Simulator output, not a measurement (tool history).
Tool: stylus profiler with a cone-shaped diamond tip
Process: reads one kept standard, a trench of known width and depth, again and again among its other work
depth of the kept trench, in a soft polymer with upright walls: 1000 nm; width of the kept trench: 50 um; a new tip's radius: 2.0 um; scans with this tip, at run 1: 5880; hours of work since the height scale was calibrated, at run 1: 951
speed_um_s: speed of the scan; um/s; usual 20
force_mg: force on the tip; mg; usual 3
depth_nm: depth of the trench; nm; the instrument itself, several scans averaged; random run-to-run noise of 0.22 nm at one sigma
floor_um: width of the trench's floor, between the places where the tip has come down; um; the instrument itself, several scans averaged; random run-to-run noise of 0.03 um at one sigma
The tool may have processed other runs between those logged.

| run | day | speed_um_s | force_mg | scans with this tip | hours of work since the height scale was calibrated | depth_nm | floor_um |
|---|---|---|---|---|---|---|---|
| 1 | 0 | 20 | 3 | 5880 | 951 | 1011.85 | 44.56 |
| 2 | 3.175 | 79 | 3 | 6206 | 1004 | 1012.04 | 44.4 |
| 3 | 7.425 | 79 | 3 | 6643 | 1074 | 1012.27 | 44.29 |
| 4 | 11.254 | 79 | 3 | 7037 | 1138 | 1012.25 | 44.23 |
| 5 | 15.312 | 79 | 3 | 7454 | 1206 | 1012.95 | 44.06 |
| 6 | 17.438 | 79 | 3 | 7672 | 1241 | 1012.63 | 44.1 |
| 7 | 19.371 | 79 | 3 | 7871 | 1273 | 1012.48 | 44.01 |
| 8 | 22.85 | 20 | 3 | 8228 | 1331 | 1013.48 | 43.98 |
| 9 | 26.538 | 40 | 3 | 8608 | 1392 | 1013.34 | 43.91 |
| 10 | 29.912 | 40 | 3 | 8955 | 1448 | 1013.99 | 43.81 |
| 11 | 34.058 | 9 | 3 | 9381 | 1517 | 1014.08 | 43.79 |
|  | 34.354 | height scale calibrated on a step standard |
| 12 | 38.471 | 9 | 3 | 9832 | 68 | 1015.59 | 43.71 |
| 13 | 42.629 | 9 | 5.46 | 10259 | 138 | 1019.87 | 43.63 |
| 14 | 46.567 | 72 | 3 | 10664 | 203 | 1016.54 | 43.38 |
|  | 50.146 | height scale calibrated on a step standard, once more |
| 15 | 50.458 | 20 | 3 | 11062 | 5 | 1007.71 | 43.43 |
| 16 | 53.475 | 20 | 3 | 11372 | 55 | 1007.63 | 43.36 |
| 17 | 55.362 | 20 | 2.99 | 11566 | 87 | 1007.7 | 43.32 |
| 18 | 59.267 | 44 | 3.55 | 11967 | 152 | 1008.75 | 43.22 |
| 19 | 61.242 | 7 | 1.65 | 12170 | 185 | 1005.46 | 43.15 |
| 20 | 63.288 | 12 | 3.93 | 12381 | 218 | 1009.46 | 43.11 |
| 21 | 66.579 | 10 | 2.57 | 12719 | 273 | 1007.66 | 43.11 |
| 22 | 70.654 | 20 | 5.25 | 13138 | 341 | 1011.59 | 43.05 |
| 23 | 74.054 | 41 | 1.05 | 13487 | 398 | 1005.12 | 42.78 |
| 24 | 77.104 | 11 | 4.63 | 13801 | 448 | 1012.03 | 42.91 |
| 25 | 79.929 | 61 | 8.29 | 14091 | 495 | 1016.63 | 42.79 |
|  | 83.258 | new tip fitted, height scale calibrated |
| 26 | 83.604 | 41 | 1.62 | 35 | 6 | 1005.66 | 46.39 |

Run 27 is up next; what results do you expect?
| 27 | 86.429 | 7 | 1.62 | 326 | 53 | ? | ? |

{"run 27": {"depth_nm": 1005.24, "floor_um": 46.31}}
With the hidden condition absent and the run-to-run variation left alone, this run would have shown depth_nm 1005.02 nm, floor_um 46.5 um.
